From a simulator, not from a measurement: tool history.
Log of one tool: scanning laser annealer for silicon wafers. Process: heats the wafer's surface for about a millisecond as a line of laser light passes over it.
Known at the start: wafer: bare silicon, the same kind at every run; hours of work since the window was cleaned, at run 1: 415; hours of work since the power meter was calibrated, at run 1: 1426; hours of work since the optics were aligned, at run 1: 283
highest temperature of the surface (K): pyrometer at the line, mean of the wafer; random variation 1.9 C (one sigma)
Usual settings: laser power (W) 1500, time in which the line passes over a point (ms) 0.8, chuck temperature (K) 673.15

run,hour,laser power (W),time in which the line passes over a point (ms),chuck temperature (K),hours of work since the window was cleaned,hours of work since the power meter was calibrated,hours of work since the optics were aligned,highest temperature of the surface (K)
1,0,1500,0.8,673.15,415,1426,283,1402.15
2,61.5,1306,0.8,673.15,448,1459,316,1284.15
# hour 71.8: window over the wafer cleaned
3,109.7,1306,0.8,673.15,20,1484,341,1301.15
4,164.7,1500,0.8,673.15,50,1514,371,1415.15
5,204.6,1587,0.8,673.15,72,1535,393,1473.15
6,246.8,1587,0.8,673.15,95,1558,415,1468.15
7,291.7,1500,0.8,673.15,119,1582,440,1414.15
8,336.6,1500,0.8,673.15,143,1606,464,1412.15
9,387.5,1500,0.8,673.15,171,1634,491,1409.15
10,431,1500,0.8,673.15,194,1658,515,1411.15
11,506.2,1500,0.8,673.15,235,1698,556,1411.15
12,549.4,1500,0.8,673.15,258,1722,579,1404.15
13,596.4,1500,0.8,669.15,284,1747,604,1402.15
14,632.5,1500,0.8,669.15,303,1766,624,1403.15
15,686.2,1500,0.8,669.15,332,1795,653,1405.15
16,721.4,1500,0.8,669.15,351,1815,672,1395.15
17,763.8,1500,0.8,673.15,374,1837,695,1403.15
18,799.2,1500,0.8,673.15,393,1857,714,1403.15
# hour 849.5: optics aligned, line set to its width
19,857.2,1500,0.8,673.15,422,1885,4,1406.15
# hour 917.3: window over the wafer cleaned
20,931.6,1500,0.8,673.15,8,1924,43,1419.15
21,982.5,1566,0.675,699.15,35,1952,71,1428.15
22,1058.6,1585,0.85,673.15,76,1993,112,1495.15
23,1126.6,1585,0.85,673.15,113,2030,149,1494.15
24,1183.5,1413,0.576,647.15,144,2061,179,1236.15
25,1251.5,1324,0.995,690.15,181,2097,216,1393.15
26,1293.8,1565,0.995,690.15,204,2120,239,1556.15
27,1328.1,1478,0.983,642.15,222,2139,258,1437.15

Run 28 comes next. What will it give?
28,1403.7,1497,0.624,642.15,263,2180,299,?

Run 28 gave highest temperature of the surface (K) 1295.15.
Without the tool's hidden state the same run would have given highest temperature of the surface (K) 1308.15.
